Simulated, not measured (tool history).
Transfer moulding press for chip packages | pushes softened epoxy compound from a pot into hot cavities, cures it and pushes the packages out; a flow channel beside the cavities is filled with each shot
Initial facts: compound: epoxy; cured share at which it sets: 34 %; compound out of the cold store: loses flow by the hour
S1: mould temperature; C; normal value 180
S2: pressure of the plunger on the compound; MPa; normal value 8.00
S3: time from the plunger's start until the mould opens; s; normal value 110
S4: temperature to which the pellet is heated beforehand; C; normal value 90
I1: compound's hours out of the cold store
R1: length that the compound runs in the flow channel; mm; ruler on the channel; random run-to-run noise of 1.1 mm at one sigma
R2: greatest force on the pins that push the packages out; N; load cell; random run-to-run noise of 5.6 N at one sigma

run	hour	S1	S2	S3	S4	I1	R1	R2
1	0.0	180	8.00	110	90	35.9	742	256
2	49.9	180	8.00	110	90	21.0	768	315
# hour 81.2: cavities cleaned with cleaning compound and waxed
3	126.4	180	8.00	110	90	15.9	772	371
# hour 156.2: plunger's sealing rings changed
# hour 193.0: cavities cleaned with cleaning compound and waxed
4	195.6	180	8.00	110	90	36.6	754	217
# hour 230.9: cavities cleaned with cleaning compound and waxed, once more
5	288.6	180	8.55	110	90	42.1	767	300
# hour 343.3: cavities cleaned with cleaning compound and waxed
6	376.1	180	8.55	110	90	45.2	757	274
7	443.3	180	8.00	92	90	37.6	741	463
# hour 452.2: cavities cleaned with cleaning compound and waxed
8	534.9	177	8.00	110	90	18.5	784	372
# hour 564.3: cavities cleaned with cleaning compound and waxed
# hour 603.5: plunger's sealing rings changed
9	620.4	180	8.00	132	90	19.0	790	254
# hour 676.5: cavities cleaned with cleaning compound and waxed
10	691.9	180	8.00	132	90	16.9	791	204
11	744.4	180	8.00	110	90	8.3	805	303
# hour 786.8: cavities cleaned with cleaning compound and waxed
12	837.6	175	8.00	110	90	41.4	763	379
# hour 895.4: cavities cleaned with cleaning compound and waxed
13	921.9	175	8.00	110	89	15.0	803	368
14	972.0	177	8.94	126	91	15.8	837	301
# hour 1003.1: cavities cleaned with cleaning compound and waxed
15	1026.3	188	9.35	129	82	19.1	806	210
# hour 1050.4: plunger's sealing rings changed
16	1097.7	188	9.35	129	82	20.6	820	258
# hour 1118.5: cavities cleaned with cleaning compound and waxed
# hour 1167.7: mould's thermocouples calibrated
17	1196.0	186	9.34	139	91	30.8	797	245
# hour 1232.6: cavities cleaned with cleaning compound and waxed
18	1260.5	186	9.34	139	91	27.0	801	207
19	1335.6	186	9.34	139	91	16.0	817	269
# hour 1345.0: cavities cleaned with cleaning compound and waxed
20	1378.6	174	7.79	110	90	21.6	779	401
21	1419.2	187	9.62	149	85	18.9	820	258
# hour 1455.8: cavities cleaned with cleaning compound and waxed
# hour 1498.3: plunger's sealing rings changed
22	1517.0	180	8.00	110	93	29.0	768	292
# hour 1567.4: cavities cleaned with cleaning compound and waxed
23	1567.4	180	8.00	108	90	31.4	765	200

For run 24, what comes out?
24	1659.5	180	8.00	108	90	38.6	?	?

{"run 24": {"R1": 745, "R2": 326}}
On a tool with no hidden condition, and with the same random variation, this run would have come out at R1 752 mm, R2 196 N.
